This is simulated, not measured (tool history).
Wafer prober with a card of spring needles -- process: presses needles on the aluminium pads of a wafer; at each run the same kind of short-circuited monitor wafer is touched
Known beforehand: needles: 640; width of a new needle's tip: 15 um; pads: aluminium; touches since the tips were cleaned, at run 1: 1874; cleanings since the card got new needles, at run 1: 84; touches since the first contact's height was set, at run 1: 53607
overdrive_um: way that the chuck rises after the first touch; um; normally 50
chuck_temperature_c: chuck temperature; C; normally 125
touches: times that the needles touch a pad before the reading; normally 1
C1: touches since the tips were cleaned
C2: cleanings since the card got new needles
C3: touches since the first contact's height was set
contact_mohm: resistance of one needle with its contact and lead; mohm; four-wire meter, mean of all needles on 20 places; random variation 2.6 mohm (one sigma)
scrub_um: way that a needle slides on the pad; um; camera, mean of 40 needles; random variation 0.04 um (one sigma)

{"run": 1, "hour": 0.0, "overdrive_um": 50, "chuck_temperature_c": 125, "touches": 1, "C1": 1874, "C2": 84, "C3": 53607, "contact_mohm": 298, "scrub_um": 9.5}
{"hour": 8.9, "done": "tips cleaned on abrasive film"}
{"hour": 30.1, "done": "tips cleaned on abrasive film"}
{"run": 2, "hour": 30.3, "overdrive_um": 33, "chuck_temperature_c": 125, "touches": 1, "C1": 20, "C2": 86, "C3": 58094, "contact_mohm": 323, "scrub_um": 6.22}
{"hour": 49.9, "done": "tips cleaned on abrasive film"}
{"run": 3, "hour": 64.8, "overdrive_um": 33, "chuck_temperature_c": 125, "touches": 1, "C1": 2228, "C2": 87, "C3": 63241, "contact_mohm": 317, "scrub_um": 6.24}
{"hour": 71.5, "done": "tips cleaned on abrasive film"}
{"hour": 91.8, "done": "tips cleaned on abrasive film"}
{"run": 4, "hour": 110.3, "overdrive_um": 33, "chuck_temperature_c": 125, "touches": 1, "C1": 2760, "C2": 89, "C3": 69989, "contact_mohm": 313, "scrub_um": 6.27}
{"hour": 115.1, "done": "tips cleaned on abrasive film"}
{"hour": 137.7, "done": "tips cleaned on abrasive film"}
{"hour": 159.3, "done": "tips cleaned on abrasive film"}
{"run": 5, "hour": 159.3, "overdrive_um": 50, "chuck_temperature_c": 125, "touches": 1, "C1": 0, "C2": 92, "C3": 77271, "contact_mohm": 301, "scrub_um": 9.49}
{"hour": 179.9, "done": "tips cleaned on abrasive film"}
{"run": 6, "hour": 195.2, "overdrive_um": 50, "chuck_temperature_c": 125, "touches": 1, "C1": 2285, "C2": 93, "C3": 82614, "contact_mohm": 300, "scrub_um": 9.57}
{"hour": 200.2, "done": "tips cleaned on abrasive film"}
{"hour": 221.4, "done": "tips cleaned on abrasive film"}
{"hour": 242.5, "done": "tips cleaned on abrasive film"}
{"run": 7, "hour": 245.8, "overdrive_um": 50, "chuck_temperature_c": 125, "touches": 3, "C1": 499, "C2": 96, "C3": 90115, "contact_mohm": 294, "scrub_um": 9.36}
{"hour": 265.3, "done": "tips cleaned on abrasive film"}
{"hour": 286.6, "done": "tips cleaned on abrasive film"}
{"hour": 307.1, "done": "tips cleaned on abrasive film"}
{"run": 8, "hour": 307.1, "overdrive_um": 41, "chuck_temperature_c": 125, "touches": 1, "C1": 0, "C2": 99, "C3": 99219, "contact_mohm": 306, "scrub_um": 7.78}
{"hour": 328.1, "done": "tips cleaned on abrasive film"}
{"hour": 351.0, "done": "tips cleaned on abrasive film"}
{"run": 9, "hour": 351.0, "overdrive_um": 48, "chuck_temperature_c": 91, "touches": 1, "C1": 0, "C2": 101, "C3": 105744, "contact_mohm": 288, "scrub_um": 9.13}
{"hour": 374.7, "done": "tips cleaned on abrasive film"}
{"run": 10, "hour": 391.0, "overdrive_um": 31, "chuck_temperature_c": 61, "touches": 2, "C1": 2440, "C2": 102, "C3": 111702, "contact_mohm": 294, "scrub_um": 5.92}
{"hour": 395.6, "done": "tips cleaned on abrasive film"}
{"hour": 418.2, "done": "tips cleaned on abrasive film"}
{"hour": 428.3, "done": "height of the first contact set anew"}
{"run": 11, "hour": 428.5, "overdrive_um": 31, "chuck_temperature_c": 61, "touches": 2, "C1": 1481, "C2": 104, "C3": 24, "contact_mohm": 299, "scrub_um": 5.91}
{"hour": 438.5, "done": "tips cleaned on abrasive film"}
{"hour": 462.4, "done": "tips cleaned on abrasive film"}
{"run": 12, "hour": 477.9, "overdrive_um": 61, "chuck_temperature_c": 125, "touches": 2, "C1": 2318, "C2": 106, "C3": 7371, "contact_mohm": 291, "scrub_um": 11.57}

Forecast run 13:
{"hour": 484.7, "done": "tips cleaned on abrasive film"}
{"hour": 506.3, "done": "tips cleaned on abrasive film"}
{"run": 13, "hour": 522.8, "overdrive_um": 60, "chuck_temperature_c": 98, "touches": 2, "C1": 2466, "C2": 108, "C3": 14047, "contact_mohm": "?", "scrub_um": "?"}

Run 13 came out at contact_mohm 290 mohm, scrub_um 11.44 um.
With the hidden condition absent and the run-to-run variation left alone, this run would have shown contact_mohm 290 mohm, scrub_um 11.44 um.
